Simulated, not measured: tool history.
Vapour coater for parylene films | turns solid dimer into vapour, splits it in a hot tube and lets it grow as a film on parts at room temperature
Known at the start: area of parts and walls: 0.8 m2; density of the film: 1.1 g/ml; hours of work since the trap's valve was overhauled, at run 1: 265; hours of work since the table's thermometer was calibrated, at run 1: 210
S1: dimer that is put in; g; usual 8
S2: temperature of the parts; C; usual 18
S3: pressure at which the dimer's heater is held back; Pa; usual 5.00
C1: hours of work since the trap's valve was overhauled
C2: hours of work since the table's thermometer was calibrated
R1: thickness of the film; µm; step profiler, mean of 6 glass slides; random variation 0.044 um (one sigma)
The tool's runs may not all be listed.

Run 1, hour 0.0: usual settings; C1 265; C2 210. Result: R1 4.73 µm.
Run 2, hour 10.4: usual settings; C1 272; C2 217. Result: R1 4.71 µm.
Run 3, hour 16.8: usual settings; C1 276; C2 221. Result: R1 4.66 µm.
Run 4, hour 23.3: usual settings; C1 281; C2 225. Result: R1 4.62 µm.
Run 5, hour 34.0: usual settings but S2 17 C; C1 288; C2 232. Result: R1 4.77 µm.
Run 6, hour 43.0: usual settings; C1 294; C2 238. Result: R1 4.72 µm.
Run 7, hour 57.1: usual settings; C1 303; C2 248. Result: R1 4.65 µm.
Run 8, hour 69.1: usual settings; C1 311; C2 256. Result: R1 4.61 µm.
Run 9, hour 84.0: usual settings; C1 321; C2 265. Result: R1 4.57 µm.
Run 10, hour 99.6: usual settings; C1 331; C2 276. Result: R1 4.60 µm.
Run 11, hour 107.1: usual settings; C1 336; C2 281. Result: R1 4.58 µm.
Run 12, hour 115.8: usual settings; C1 342; C2 286. Result: R1 4.59 µm.
Run 13, hour 129.9: usual settings; C1 351; C2 296. Result: R1 4.57 µm.
Run 14, hour 140.7: usual settings but S2 22 C; C1 358; C2 303. Result: R1 4.23 µm.
Run 15, hour 147.8: usual settings but S2 15 C; C1 363; C2 308. Result: R1 4.90 µm.
Run 16, hour 162.8: usual settings but S3 8.09 Pa; C1 373; C2 318. Result: R1 4.30 µm.
Run 17, hour 172.5: usual settings but S3 8.09 Pa; C1 379; C2 324. Result: R1 4.39 µm.
Run 18, hour 182.5: usual settings but S1 6 g, S3 8.09 Pa; C1 386; C2 331. Result: R1 3.18 µm.
Run 19, hour 196.1: usual settings but S2 26 C, S3 4.58 Pa; C1 395; C2 340. Result: R1 3.86 µm.
Run 20, hour 210.5: usual settings but S2 21 C, S3 9.69 Pa; C1 405; C2 349. Result: R1 3.90 µm.
Run 21, hour 219.9: usual settings but S1 9 g, S2 29 C; C1 411; C2 355. Result: R1 4.02 µm.
Run 22, hour 231.9: usual settings but S1 9 g, S2 29 C; C1 419; C2 363. Result: R1 3.96 µm.
Run 23, hour 243.3: usual settings but S1 9 g, S3 7.06 Pa; C1 426; C2 371. Result: R1 4.89 µm.
Run 24, hour 250.9: usual settings but S2 30 C, S3 8.11 Pa; C1 431; C2 376. Result: R1 3.27 µm.
Run 25, hour 258.0: usual settings but S2 13 C, S3 2.72 Pa; C1 436; C2 381. Result: R1 5.43 µm.
Run 26, hour 264.9: usual settings but S1 7 g, S2 13 C, S3 2.26 Pa; C1 441; C2 385. Result: R1 4.87 µm.
Run 27, hour 273.6: usual settings but S1 7 g, S2 13 C, S3 2.24 Pa; C1 446; C2 391. Result: R1 4.90 µm.
Run 28, hour 280.4: usual settings but S1 3 g, S2 13 C, S3 10.96 Pa; C1 451; C2 395. Result: R1 1.68 µm.
Run 29, hour 289.1: usual settings but S2 10 C; C1 457; C2 401. Result: R1 5.37 µm.
Run 30, hour 300.8: usual settings but S1 6 g, S3 3.45 Pa; C1 464; C2 409. Result: R1 3.51 µm.
Run 31, hour 312.3: usual settings but S1 6 g, S3 3.45 Pa; C1 472; C2 417. Result: R1 3.49 µm.
Run 32, hour 327.5: usual settings but S1 6 g, S3 3.45 Pa; C1 482; C2 427. Result: R1 3.59 µm.

Forecast each of these 5 alternatives for the next run:
Run A, hour 336.3: usual settings but S1 13 g, S2 21 C; C1 488; C2 432. Result: R1 ?.
Run B, hour 336.3: usual settings but S1 13 g, S2 29 C, S3 5.21 Pa; C1 488; C2 432. Result: R1 ?.
Run C, hour 336.3: usual settings; C1 488; C2 432. Result: R1 ?.
Run D, hour 336.3: usual settings but S3 2.74 Pa; C1 488; C2 432. Result: R1 ?.
Run E, hour 336.3: usual settings but S1 7 g, S2 12 C; C1 488; C2 432. Result: R1 ?.

run    R1
  A  6.72
  B  5.67
  C  4.40
  D  4.89
  E  4.47
Without the tool's hidden state the same runs would have given:
run    R1
  A  7.40
  B  6.23
  C  4.85
  D  5.37
  E  4.92

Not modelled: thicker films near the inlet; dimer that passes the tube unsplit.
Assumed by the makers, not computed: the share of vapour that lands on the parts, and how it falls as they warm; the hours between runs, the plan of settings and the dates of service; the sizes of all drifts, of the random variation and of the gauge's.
